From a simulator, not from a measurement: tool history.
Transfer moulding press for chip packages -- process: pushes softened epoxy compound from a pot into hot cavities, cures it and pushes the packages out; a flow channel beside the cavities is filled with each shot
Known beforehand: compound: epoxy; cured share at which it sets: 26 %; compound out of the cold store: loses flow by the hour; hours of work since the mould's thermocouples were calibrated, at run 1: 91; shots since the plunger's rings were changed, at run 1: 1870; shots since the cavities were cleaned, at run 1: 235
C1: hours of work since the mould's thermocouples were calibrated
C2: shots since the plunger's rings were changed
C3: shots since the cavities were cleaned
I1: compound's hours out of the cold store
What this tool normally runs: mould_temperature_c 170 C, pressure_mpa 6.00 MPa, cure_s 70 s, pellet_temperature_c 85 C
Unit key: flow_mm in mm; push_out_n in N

run 1 hour=0.0 | mould_temperature_c=170 pressure_mpa=6.00 cure_s=70 pellet_temperature_c=85 | C1=91 C2=1870 C3=235 | I1=34.6 | flow_mm=620 push_out_n=657
run 2 hour=28.2 | mould_temperature_c=170 pressure_mpa=6.00 cure_s=70 pellet_temperature_c=85 | C1=106 C2=2265 C3=630 | I1=43.5 | flow_mm=603 push_out_n=765
-- hour=53.7 cavities cleaned with cleaning compound and waxed
run 3 hour=82.5 | mould_temperature_c=170 pressure_mpa=6.00 cure_s=70 pellet_temperature_c=85 | C1=135 C2=3004 C3=403 | I1=45.7 | flow_mm=586 push_out_n=763
-- hour=124.9 cavities cleaned with cleaning compound and waxed
run 4 hour=127.0 | mould_temperature_c=170 pressure_mpa=6.00 cure_s=70 pellet_temperature_c=85 | C1=158 C2=3606 C3=30 | I1=35.5 | flow_mm=604 push_out_n=590
-- hour=178.4 plunger's sealing rings changed
run 5 hour=188.9 | mould_temperature_c=170 pressure_mpa=6.00 cure_s=106 pellet_temperature_c=85 | C1=191 C2=147 C3=862 | I1=26.0 | flow_mm=667 push_out_n=643
-- hour=198.7 cavities cleaned with cleaning compound and waxed
run 6 hour=254.1 | mould_temperature_c=170 pressure_mpa=6.00 cure_s=106 pellet_temperature_c=85 | C1=225 C2=1040 C3=777 | I1=10.5 | flow_mm=689 push_out_n=620
-- hour=267.6 cavities cleaned with cleaning compound and waxed
run 7 hour=295.5 | mould_temperature_c=170 pressure_mpa=6.00 cure_s=106 pellet_temperature_c=85 | C1=247 C2=1599 C3=391 | I1=39.0 | flow_mm=614 push_out_n=568
-- hour=338.1 cavities cleaned with cleaning compound and waxed
run 8 hour=353.2 | mould_temperature_c=170 pressure_mpa=6.00 cure_s=106 pellet_temperature_c=85 | C1=278 C2=2386 C3=211 | I1=33.8 | flow_mm=616 push_out_n=526
-- hour=409.1 cavities cleaned with cleaning compound and waxed
run 9 hour=414.0 | mould_temperature_c=170 pressure_mpa=6.00 cure_s=70 pellet_temperature_c=85 | C1=310 C2=3216 C3=68 | I1=12.1 | flow_mm=652 push_out_n=610
run 10 hour=455.7 | mould_temperature_c=170 pressure_mpa=6.00 cure_s=101 pellet_temperature_c=85 | C1=333 C2=3801 C3=653 | I1=34.6 | flow_mm=590 push_out_n=628
-- hour=482.1 cavities cleaned with cleaning compound and waxed
-- hour=494.6 plunger's sealing rings changed
run 11 hour=523.4 | mould_temperature_c=170 pressure_mpa=6.00 cure_s=101 pellet_temperature_c=85 | C1=367 C2=403 C3=544 | I1=47.7 | flow_mm=609 push_out_n=614
-- hour=557.8 cavities cleaned with cleaning compound and waxed
run 12 hour=562.4 | mould_temperature_c=170 pressure_mpa=6.00 cure_s=70 pellet_temperature_c=85 | C1=388 C2=928 C3=65 | I1=43.7 | flow_mm=619 push_out_n=599
run 13 hour=611.3 | mould_temperature_c=170 pressure_mpa=6.00 cure_s=70 pellet_temperature_c=85 | C1=415 C2=1613 C3=750 | I1=40.3 | flow_mm=611 push_out_n=814
-- hour=627.0 cavities cleaned with cleaning compound and waxed
run 14 hour=645.7 | mould_temperature_c=170 pressure_mpa=6.00 cure_s=70 pellet_temperature_c=85 | C1=432 C2=2074 C3=262 | I1=9.1 | flow_mm=689 push_out_n=717
-- hour=698.2 cavities cleaned with cleaning compound and waxed
run 15 hour=707.3 | mould_temperature_c=170 pressure_mpa=6.00 cure_s=70 pellet_temperature_c=85 | C1=465 C2=2915 C3=126 | I1=45.8 | flow_mm=581 push_out_n=631
run 16 hour=759.7 | mould_temperature_c=170 pressure_mpa=6.00 cure_s=70 pellet_temperature_c=85 | C1=494 C2=3650 C3=861 | I1=42.9 | flow_mm=581 push_out_n=816
-- hour=766.9 cavities cleaned with cleaning compound and waxed
-- hour=780.1 mould's thermocouples calibrated
-- hour=814.1 plunger's sealing rings changed
run 17 hour=815.3 | mould_temperature_c=166 pressure_mpa=6.00 cure_s=95 pellet_temperature_c=94 | C1=18 C2=17 C3=615 | I1=35.8 | flow_mm=643 push_out_n=654
-- hour=840.2 cavities cleaned with cleaning compound and waxed
run 18 hour=878.3 | mould_temperature_c=166 pressure_mpa=6.00 cure_s=95 pellet_temperature_c=94 | C1=51 C2=878 C3=534 | I1=38.4 | flow_mm=632 push_out_n=647
-- hour=909.9 cavities cleaned with cleaning compound and waxed
run 19 hour=922.6 | mould_temperature_c=166 pressure_mpa=6.00 cure_s=95 pellet_temperature_c=94 | C1=75 C2=1478 C3=179 | I1=41.9 | flow_mm=613 push_out_n=555
-- hour=979.5 cavities cleaned with cleaning compound and waxed
run 20 hour=979.5 | mould_temperature_c=166 pressure_mpa=6.00 cure_s=95 pellet_temperature_c=94 | C1=105 C2=2253 C3=0 | I1=26.2 | flow_mm=635 push_out_n=462
run 21 hour=1025.8 | mould_temperature_c=170 pressure_mpa=5.15 cure_s=99 pellet_temperature_c=80 | C1=130 C2=2902 C3=649 | I1=36.2 | flow_mm=555 push_out_n=620
-- hour=1051.1 cavities cleaned with cleaning compound and waxed
run 22 hour=1064.0 | mould_temperature_c=170 pressure_mpa=5.15 cure_s=99 pellet_temperature_c=80 | C1=150 C2=3417 C3=181 | I1=46.0 | flow_mm=530 push_out_n=498
run 23 hour=1091.0 | mould_temperature_c=170 pressure_mpa=5.15 cure_s=99 pellet_temperature_c=80 | C1=165 C2=3794 C3=558 | I1=43.7 | flow_mm=529 push_out_n=594
-- hour=1120.6 cavities cleaned with cleaning compound and waxed
-- hour=1130.2 plunger's sealing rings changed
run 24 hour=1141.9 | mould_temperature_c=170 pressure_mpa=5.69 cure_s=100 pellet_temperature_c=88 | C1=190 C2=164 C3=263 | I1=42.4 | flow_mm=609 push_out_n=544
-- hour=1192.2 cavities cleaned with cleaning compound and waxed
run 25 hour=1200.3 | mould_temperature_c=170 pressure_mpa=5.69 cure_s=94 pellet_temperature_c=88 | C1=221 C2=961 C3=113 | I1=24.1 | flow_mm=645 push_out_n=497
-- hour=1261.3 cavities cleaned with cleaning compound and waxed
run 26 hour=1261.3 | mould_temperature_c=168 pressure_mpa=5.52 cure_s=70 pellet_temperature_c=85 | C1=254 C2=1794 C3=0 | I1=18.4 | flow_mm=635 push_out_n=663
run 27 hour=1306.2 | mould_temperature_c=172 pressure_mpa=5.52 cure_s=70 pellet_temperature_c=75 | C1=278 C2=2423 C3=629 | I1=21.7 | flow_mm=610 push_out_n=778
-- hour=1333.6 cavities cleaned with cleaning compound and waxed
run 28 hour=1339.4 | mould_temperature_c=172 pressure_mpa=5.52 cure_s=70 pellet_temperature_c=75 | C1=295 C2=2867 C3=81 | I1=46.1 | flow_mm=548 push_out_n=563

Each row is a separate what-if for the run after 28, all from the same tool condition, not one after another. Results?
run A hour=1370.2 | mould_temperature_c=172 pressure_mpa=6.04 cure_s=70 pellet_temperature_c=75 | C1=312 C2=3300 C3=514 | I1=15.2 | flow_mm=? push_out_n=?
run B hour=1370.2 | mould_temperature_c=172 pressure_mpa=6.66 cure_s=70 pellet_temperature_c=75 | C1=312 C2=3300 C3=514 | I1=28.7 | flow_mm=? push_out_n=?
run C hour=1370.2 | mould_temperature_c=169 pressure_mpa=6.82 cure_s=85 pellet_temperature_c=85 | C1=312 C2=3300 C3=514 | I1=13.6 | flow_mm=? push_out_n=?

run=A flow_mm=651 push_out_n=747
run=B flow_mm=643 push_out_n=699
run=C flow_mm=697 push_out_n=644
Had the tool no hidden state, the same runs would have come out as:
run=A flow_mm=698 push_out_n=579
run=B flow_mm=691 push_out_n=540
run=C flow_mm=749 push_out_n=492
